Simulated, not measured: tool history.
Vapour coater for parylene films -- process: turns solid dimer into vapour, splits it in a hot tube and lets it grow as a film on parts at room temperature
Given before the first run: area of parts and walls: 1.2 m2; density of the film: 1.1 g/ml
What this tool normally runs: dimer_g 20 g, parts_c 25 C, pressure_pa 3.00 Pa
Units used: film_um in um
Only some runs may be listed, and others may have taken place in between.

{"run": 1, "hour": 0.0, "dimer_g": 20, "parts_c": 25, "pressure_pa": 3.0, "film_um": 7.13}
{"run": 2, "hour": 27.5, "dimer_g": 20, "parts_c": 25, "pressure_pa": 3.0, "film_um": 7.11}
{"run": 3, "hour": 57.8, "dimer_g": 18, "parts_c": 25, "pressure_pa": 3.0, "film_um": 6.33}
{"run": 4, "hour": 82.5, "dimer_g": 20, "parts_c": 25, "pressure_pa": 7.17, "film_um": 6.05}
{"run": 5, "hour": 101.4, "dimer_g": 20, "parts_c": 25, "pressure_pa": 8.3, "film_um": 5.86}
{"run": 6, "hour": 133.4, "dimer_g": 20, "parts_c": 25, "pressure_pa": 8.3, "film_um": 5.82}
{"run": 7, "hour": 165.2, "dimer_g": 20, "parts_c": 25, "pressure_pa": 8.3, "film_um": 5.89}
{"run": 8, "hour": 195.0, "dimer_g": 20, "parts_c": 25, "pressure_pa": 8.3, "film_um": 5.76}
{"hour": 202.7, "done": "trap's valve overhauled"}
{"run": 9, "hour": 220.0, "dimer_g": 20, "parts_c": 25, "pressure_pa": 8.3, "film_um": 5.56}
{"run": 10, "hour": 243.5, "dimer_g": 20, "parts_c": 25, "pressure_pa": 8.3, "film_um": 5.6}
{"run": 11, "hour": 283.5, "dimer_g": 20, "parts_c": 19, "pressure_pa": 3.0, "film_um": 8.1}
{"hour": 316.5, "done": "trap's valve overhauled, once more"}
{"run": 12, "hour": 329.0, "dimer_g": 22, "parts_c": 25, "pressure_pa": 3.0, "film_um": 8.01}
{"run": 13, "hour": 361.7, "dimer_g": 22, "parts_c": 25, "pressure_pa": 3.0, "film_um": 8.09}
{"run": 14, "hour": 384.0, "dimer_g": 14, "parts_c": 36, "pressure_pa": 3.72, "film_um": 3.48}
{"run": 15, "hour": 419.9, "dimer_g": 14, "parts_c": 36, "pressure_pa": 3.72, "film_um": 3.43}
{"run": 16, "hour": 444.3, "dimer_g": 29, "parts_c": 34, "pressure_pa": 2.14, "film_um": 8.53}
{"run": 17, "hour": 482.6, "dimer_g": 29, "parts_c": 34, "pressure_pa": 2.14, "film_um": 8.36}

Forecast run 18:
{"run": 18, "hour": 525.6, "dimer_g": 29, "parts_c": 34, "pressure_pa": 2.14, "film_um": "?"}

{"run 18": {"film_um": 8.47}}
Without the tool's hidden state the same run would have given film_um 8.82 um.
